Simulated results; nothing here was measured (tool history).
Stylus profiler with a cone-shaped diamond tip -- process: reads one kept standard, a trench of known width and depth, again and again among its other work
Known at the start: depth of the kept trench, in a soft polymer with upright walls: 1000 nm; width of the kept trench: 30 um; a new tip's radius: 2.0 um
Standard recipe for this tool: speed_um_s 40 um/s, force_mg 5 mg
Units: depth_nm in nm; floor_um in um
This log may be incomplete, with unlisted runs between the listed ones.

Run 1, hour 0: usual settings. Result: depth_nm 1011.62 nm, floor_um 26.49 um.
Run 2, hour 29.2: usual settings. Result: depth_nm 1011.67 nm, floor_um 26.44 um.
Run 3, hour 100.1: usual settings but force_mg 2.88 mg. Result: depth_nm 1008.08 nm, floor_um 26.44 um.
Run 4, hour 129.9: usual settings but force_mg 13.76 mg. Result: depth_nm 1022.72 nm, floor_um 26.49 um.
Run 5, hour 179.1: usual settings but force_mg 13.76 mg. Result: depth_nm 1022.96 nm, floor_um 26.51 um.
Run 6, hour 250.5: usual settings. Result: depth_nm 1011.33 nm, floor_um 26.51 um.
Run 7, hour 287.6: usual settings. Result: depth_nm 1011.61 nm, floor_um 26.49 um.
Run 8, hour 351.6: usual settings. Result: depth_nm 1011.43 nm, floor_um 26.49 um.
Run 9, hour 407.3: usual settings but speed_um_s 118 um/s, force_mg 8.21 mg. Result: depth_nm 1015.94 nm, floor_um 26.45 um.
Run 10, hour 460: usual settings but speed_um_s 118 um/s, force_mg 8.27 mg. Result: depth_nm 1016.27 nm, floor_um 26.4 um.
Run 11, hour 526.7: usual settings but speed_um_s 30 um/s, force_mg 6.67 mg. Result: depth_nm 1013.9 nm, floor_um 26.49 um.
At hour 573.7: new tip fitted, height scale calibrated.
Run 12, hour 596.5: usual settings but speed_um_s 17 um/s, force_mg 6.67 mg. Result: depth_nm 1014.11 nm, floor_um 26.47 um.
Run 13, hour 659.2: usual settings but speed_um_s 83 um/s, force_mg 12.61 mg. Result: depth_nm 1021.51 nm, floor_um 26.48 um.
Run 14, hour 720.9: usual settings but speed_um_s 11 um/s, force_mg 7.09 mg. Result: depth_nm 1014.47 nm, floor_um 26.49 um.
Run 15, hour 776: usual settings but force_mg 11.74 mg. Result: depth_nm 1020.61 nm, floor_um 26.51 um.
Run 16, hour 820.6: usual settings but speed_um_s 113 um/s, force_mg 11.74 mg. Result: depth_nm 1020.71 nm, floor_um 26.46 um.

Predict each of these 3 candidate next runs independently; none follows another, all start after run 16:
Run A, hour 874.3: usual settings but speed_um_s 63 um/s, force_mg 5.7 mg. Result: depth_nm ?, floor_um ?.
Run B, hour 874.3: usual settings but speed_um_s 11 um/s, force_mg 11.74 mg. Result: depth_nm ?, floor_um ?.
Run C, hour 874.3: usual settings but speed_um_s 159 um/s, force_mg 11.74 mg. Result: depth_nm ?, floor_um ?.

run  depth_nm  floor_um
  A    1012.4     26.46
  B   1020.26     26.55
  C   1020.53     26.38
Without the tool's hidden state the same runs would have given:
run  depth_nm  floor_um
  A   1012.41     26.46
  B   1020.26     26.56
  C   1020.54     26.38
